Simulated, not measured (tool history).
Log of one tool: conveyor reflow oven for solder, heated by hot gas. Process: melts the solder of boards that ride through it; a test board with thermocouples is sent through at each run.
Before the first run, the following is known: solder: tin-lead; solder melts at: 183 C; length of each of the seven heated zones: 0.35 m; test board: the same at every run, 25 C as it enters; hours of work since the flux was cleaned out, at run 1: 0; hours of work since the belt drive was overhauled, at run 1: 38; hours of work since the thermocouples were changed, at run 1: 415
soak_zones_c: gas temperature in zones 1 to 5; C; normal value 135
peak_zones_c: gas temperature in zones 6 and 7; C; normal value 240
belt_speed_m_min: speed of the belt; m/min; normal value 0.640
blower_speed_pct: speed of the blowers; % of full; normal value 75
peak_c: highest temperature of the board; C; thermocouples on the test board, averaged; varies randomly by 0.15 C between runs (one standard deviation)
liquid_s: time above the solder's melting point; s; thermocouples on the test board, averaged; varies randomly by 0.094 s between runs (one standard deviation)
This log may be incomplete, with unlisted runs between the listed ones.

run,day,soak_zones_c,peak_zones_c,belt_speed_m_min,blower_speed_pct,hours of work since the flux was cleaned out,hours of work since the belt drive was overhauled,hours of work since the thermocouples were changed,peak_c,liquid_s
1,0.000,135,240,0.640,75,0,38,415,220.8,50.31
2,0.667,128,240,0.640,75,11,49,426,219.5,47.65
3,1.362,135,240,0.640,84,23,61,438,222.0,51.43
4,1.804,121,240,0.640,84,31,68,446,219.5,46.30
5,2.346,135,240,0.640,75,40,77,455,220.7,50.24
6,3.154,135,240,0.640,75,53,91,468,220.6,50.40
7,3.904,135,232,0.640,75,66,104,481,213.8,45.55
8,4.338,135,232,0.640,75,73,111,488,213.4,45.58
9,5.208,135,240,0.640,90,88,126,503,222.2,51.72
10,5.900,135,240,0.640,75,100,138,515,220.0,50.03
11,6.696,135,240,0.640,75,113,151,528,219.9,49.94
12,7.433,135,240,0.640,75,126,164,541,219.9,49.75
13,8.312,135,240,0.640,75,141,179,556,219.6,49.51
# day 8.554: belt drive overhauled, speed set with a stopwatch
14,9.308,135,240,0.640,75,155,13,570,219.6,49.89
15,9.925,135,240,0.640,75,165,23,580,219.6,49.77
16,10.679,135,240,0.640,75,178,36,593,219.8,49.68
# day 11.283: flux residue cleaned out of gas plates and filters
17,11.308,121,252,0.631,62,0,43,600,226.2,50.97
18,11.833,135,232,0.572,56,9,52,609,214.1,51.76
# day 12.133: belt drive overhauled, speed set with a stopwatch, once more
19,12.554,135,232,0.572,56,19,7,618,213.6,51.33
20,13.071,135,240,0.640,71,27,16,627,219.6,49.60
21,13.633,135,242,0.769,69,37,25,637,213.6,36.79
22,14.279,127,240,0.740,60,48,36,648,209.5,33.37
23,14.958,135,230,0.740,88,59,48,659,208.8,35.49
24,15.596,135,230,0.740,88,70,59,670,208.5,35.33
25,16.283,131,255,0.644,61,82,70,682,228.9,53.68
26,16.671,122,255,0.640,75,88,77,688,230.7,52.51
27,17.142,135,240,0.719,75,96,85,696,215.6,41.21
28,17.821,135,240,0.719,75,108,96,708,215.4,40.99
29,18.521,122,241,0.636,59,120,108,720,214.9,42.77
30,19.296,149,236,0.640,75,133,121,733,218.6,53.92

Forecast each of these 3 alternatives for the next run:
A,19.742,141,229,0.640,54,140,129,740,?,?
B,19.742,141,240,0.640,75,140,129,740,?,?
C,19.742,134,245,0.640,75,140,129,740,?,?

run,peak_c,liquid_s
A,207.3,41.62
B,220.9,52.09
C,223.8,52.01
Had the tool no hidden state, the same runs would have come out as:
run,peak_c,liquid_s
A,209.2,43.35
B,223.0,53.26
C,226.0,53.16

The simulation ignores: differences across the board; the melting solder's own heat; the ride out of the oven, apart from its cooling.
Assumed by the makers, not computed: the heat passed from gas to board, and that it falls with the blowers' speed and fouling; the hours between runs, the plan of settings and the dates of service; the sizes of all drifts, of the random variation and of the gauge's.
